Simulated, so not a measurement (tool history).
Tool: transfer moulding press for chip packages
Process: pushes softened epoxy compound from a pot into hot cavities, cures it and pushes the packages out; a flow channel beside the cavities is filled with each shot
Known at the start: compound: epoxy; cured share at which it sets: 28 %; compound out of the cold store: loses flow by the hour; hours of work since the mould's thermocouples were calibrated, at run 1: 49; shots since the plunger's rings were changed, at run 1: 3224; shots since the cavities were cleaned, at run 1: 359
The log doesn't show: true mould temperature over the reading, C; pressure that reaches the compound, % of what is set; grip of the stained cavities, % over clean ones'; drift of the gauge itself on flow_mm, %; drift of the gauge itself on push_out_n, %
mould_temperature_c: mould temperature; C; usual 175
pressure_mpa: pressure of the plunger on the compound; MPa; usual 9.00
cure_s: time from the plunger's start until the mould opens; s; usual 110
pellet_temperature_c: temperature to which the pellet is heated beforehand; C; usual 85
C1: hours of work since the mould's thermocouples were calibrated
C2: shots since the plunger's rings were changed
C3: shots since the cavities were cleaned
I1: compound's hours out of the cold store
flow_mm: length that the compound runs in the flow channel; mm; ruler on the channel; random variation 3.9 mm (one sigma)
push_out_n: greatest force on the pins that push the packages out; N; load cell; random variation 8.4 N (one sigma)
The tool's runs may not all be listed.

{"run": 1, "hour": 0.0, "mould_temperature_c": 175, "pressure_mpa": 9.0, "cure_s": 110, "pellet_temperature_c": 85, "C1": 49, "C2": 3224, "C3": 359, "I1": 8.5, "flow_mm": 784, "push_out_n": 536}
{"run": 2, "hour": 27.2, "mould_temperature_c": 175, "pressure_mpa": 9.0, "cure_s": 110, "pellet_temperature_c": 85, "C1": 65, "C2": 3490, "C3": 625, "I1": 20.5, "flow_mm": 721, "push_out_n": 564}
{"hour": 56.3, "done": "plunger's sealing rings changed"}
{"hour": 57.8, "done": "cavities cleaned with cleaning compound and waxed"}
{"run": 3, "hour": 57.8, "mould_temperature_c": 175, "pressure_mpa": 9.0, "cure_s": 98, "pellet_temperature_c": 85, "C1": 80, "C2": 0, "C3": 0, "I1": 14.1, "flow_mm": 769, "push_out_n": 468}
{"run": 4, "hour": 92.7, "mould_temperature_c": 175, "pressure_mpa": 9.0, "cure_s": 110, "pellet_temperature_c": 85, "C1": 101, "C2": 341, "C3": 341, "I1": 47.9, "flow_mm": 622, "push_out_n": 520}
{"run": 5, "hour": 122.4, "mould_temperature_c": 175, "pressure_mpa": 9.0, "cure_s": 110, "pellet_temperature_c": 85, "C1": 119, "C2": 631, "C3": 631, "I1": 12.7, "flow_mm": 776, "push_out_n": 617}
{"hour": 149.7, "done": "cavities cleaned with cleaning compound and waxed"}
{"run": 6, "hour": 149.7, "mould_temperature_c": 175, "pressure_mpa": 9.0, "cure_s": 110, "pellet_temperature_c": 85, "C1": 134, "C2": 882, "C3": 0, "I1": 11.2, "flow_mm": 784, "push_out_n": 402}
{"run": 7, "hour": 184.1, "mould_temperature_c": 175, "pressure_mpa": 9.0, "cure_s": 110, "pellet_temperature_c": 85, "C1": 154, "C2": 1219, "C3": 337, "I1": 35.6, "flow_mm": 681, "push_out_n": 533}
{"run": 8, "hour": 212.7, "mould_temperature_c": 175, "pressure_mpa": 9.0, "cure_s": 110, "pellet_temperature_c": 85, "C1": 171, "C2": 1498, "C3": 616, "I1": 22.5, "flow_mm": 726, "push_out_n": 571}
{"run": 9, "hour": 232.5, "mould_temperature_c": 175, "pressure_mpa": 9.0, "cure_s": 110, "pellet_temperature_c": 85, "C1": 183, "C2": 1691, "C3": 809, "I1": 26.3, "flow_mm": 708, "push_out_n": 597}
{"hour": 242.7, "done": "cavities cleaned with cleaning compound and waxed"}
{"run": 10, "hour": 273.5, "mould_temperature_c": 175, "pressure_mpa": 9.0, "cure_s": 124, "pellet_temperature_c": 85, "C1": 207, "C2": 2077, "C3": 301, "I1": 24.7, "flow_mm": 712, "push_out_n": 469}
{"run": 11, "hour": 312.7, "mould_temperature_c": 175, "pressure_mpa": 9.0, "cure_s": 124, "pellet_temperature_c": 85, "C1": 230, "C2": 2459, "C3": 683, "I1": 14.6, "flow_mm": 762, "push_out_n": 543}
{"hour": 335.0, "done": "cavities cleaned with cleaning compound and waxed"}
{"run": 12, "hour": 349.4, "mould_temperature_c": 175, "pressure_mpa": 9.0, "cure_s": 124, "pellet_temperature_c": 85, "C1": 251, "C2": 2803, "C3": 142, "I1": 34.3, "flow_mm": 667, "push_out_n": 402}
{"run": 13, "hour": 373.2, "mould_temperature_c": 175, "pressure_mpa": 9.0, "cure_s": 124, "pellet_temperature_c": 85, "C1": 265, "C2": 3034, "C3": 373, "I1": 43.0, "flow_mm": 629, "push_out_n": 475}
{"run": 14, "hour": 401.2, "mould_temperature_c": 175, "pressure_mpa": 9.0, "cure_s": 124, "pellet_temperature_c": 85, "C1": 281, "C2": 3308, "C3": 647, "I1": 37.6, "flow_mm": 657, "push_out_n": 533}
{"run": 15, "hour": 420.5, "mould_temperature_c": 175, "pressure_mpa": 9.0, "cure_s": 124, "pellet_temperature_c": 85, "C1": 293, "C2": 3496, "C3": 835, "I1": 31.4, "flow_mm": 672, "push_out_n": 547}
{"hour": 429.6, "done": "cavities cleaned with cleaning compound and waxed"}
{"hour": 450.5, "done": "plunger's sealing rings changed"}
{"run": 16, "hour": 450.5, "mould_temperature_c": 171, "pressure_mpa": 9.0, "cure_s": 124, "pellet_temperature_c": 85, "C1": 308, "C2": 0, "C3": 180, "I1": 31.2, "flow_mm": 695, "push_out_n": 480}
{"hour": 456.5, "done": "mould's thermocouples calibrated"}
{"run": 17, "hour": 474.5, "mould_temperature_c": 175, "pressure_mpa": 7.41, "cure_s": 110, "pellet_temperature_c": 85, "C1": 11, "C2": 215, "C3": 395, "I1": 31.4, "flow_mm": 629, "push_out_n": 547}
{"run": 18, "hour": 507.9, "mould_temperature_c": 168, "pressure_mpa": 7.41, "cure_s": 111, "pellet_temperature_c": 93, "C1": 30, "C2": 541, "C3": 721, "I1": 33.2, "flow_mm": 628, "push_out_n": 782}
{"hour": 526.4, "done": "cavities cleaned with cleaning compound and waxed"}
{"run": 19, "hour": 528.3, "mould_temperature_c": 183, "pressure_mpa": 7.23, "cure_s": 104, "pellet_temperature_c": 85, "C1": 42, "C2": 726, "C3": 19, "I1": 24.8, "flow_mm": 630, "push_out_n": 348}
{"run": 20, "hour": 554.3, "mould_temperature_c": 179, "pressure_mpa": 10.47, "cure_s": 125, "pellet_temperature_c": 88, "C1": 57, "C2": 979, "C3": 272, "I1": 14.6, "flow_mm": 825, "push_out_n": 444}
{"run": 21, "hour": 588.8, "mould_temperature_c": 179, "pressure_mpa": 10.47, "cure_s": 125, "pellet_temperature_c": 88, "C1": 78, "C2": 1316, "C3": 609, "I1": 38.3, "flow_mm": 697, "push_out_n": 503}
{"hour": 617.3, "done": "mould's thermocouples calibrated, once more"}
{"hour": 622.3, "done": "cavities cleaned with cleaning compound and waxed"}
{"run": 22, "hour": 628.4, "mould_temperature_c": 179, "pressure_mpa": 10.47, "cure_s": 125, "pellet_temperature_c": 88, "C1": 6, "C2": 1667, "C3": 59, "I1": 21.3, "flow_mm": 780, "push_out_n": 358}
{"run": 23, "hour": 649.7, "mould_temperature_c": 175, "pressure_mpa": 9.0, "cure_s": 98, "pellet_temperature_c": 85, "C1": 18, "C2": 1876, "C3": 268, "I1": 12.1, "flow_mm": 774, "push_out_n": 614}
{"run": 24, "hour": 673.9, "mould_temperature_c": 182, "pressure_mpa": 8.55, "cure_s": 99, "pellet_temperature_c": 85, "C1": 33, "C2": 2112, "C3": 504, "I1": 11.5, "flow_mm": 742, "push_out_n": 529}
{"run": 25, "hour": 697.3, "mould_temperature_c": 182, "pressure_mpa": 8.55, "cure_s": 99, "pellet_temperature_c": 85, "C1": 46, "C2": 2340, "C3": 732, "I1": 43.0, "flow_mm": 596, "push_out_n": 531}
{"hour": 718.2, "done": "cavities cleaned with cleaning compound and waxed"}
{"run": 26, "hour": 740.1, "mould_temperature_c": 168, "pressure_mpa": 7.08, "cure_s": 110, "pellet_temperature_c": 85, "C1": 71, "C2": 2743, "C3": 214, "I1": 26.7, "flow_mm": 624, "push_out_n": 687}
{"run": 27, "hour": 766.6, "mould_temperature_c": 169, "pressure_mpa": 7.94, "cure_s": 147, "pellet_temperature_c": 90, "C1": 87, "C2": 3002, "C3": 473, "I1": 46.4, "flow_mm": 581, "push_out_n": 495}

3 ways to go on from here, each from the tool as it stands after run 27. What would each give?
{"hour": 810.0, "done": "cavities cleaned with cleaning compound and waxed"}
{"run": "A", "hour": 810.0, "mould_temperature_c": 170, "pressure_mpa": 7.55, "cure_s": 91, "pellet_temperature_c": 85, "C1": 111, "C2": 3411, "C3": 0, "I1": 32.6, "flow_mm": "?", "push_out_n": "?"}
{"hour": 810.0, "done": "cavities cleaned with cleaning compound and waxed"}
{"run": "B", "hour": 810.0, "mould_temperature_c": 172, "pressure_mpa": 9.76, "cure_s": 145, "pellet_temperature_c": 90, "C1": 111, "C2": 3411, "C3": 0, "I1": 36.2, "flow_mm": "?", "push_out_n": "?"}
{"hour": 810.0, "done": "cavities cleaned with cleaning compound and waxed"}
{"run": "C", "hour": 810.0, "mould_temperature_c": 175, "pressure_mpa": 9.0, "cure_s": 147, "pellet_temperature_c": 76, "C1": 111, "C2": 3411, "C3": 0, "I1": 18.5, "flow_mm": "?", "push_out_n": "?"}

run=A flow_mm=620 push_out_n=687
run=B flow_mm=688 push_out_n=341
run=C flow_mm=721 push_out_n=345
Without the tool's hidden state the same runs would have given:
run=A flow_mm=639 push_out_n=678
run=B flow_mm=710 push_out_n=338
run=C flow_mm=744 push_out_n=343
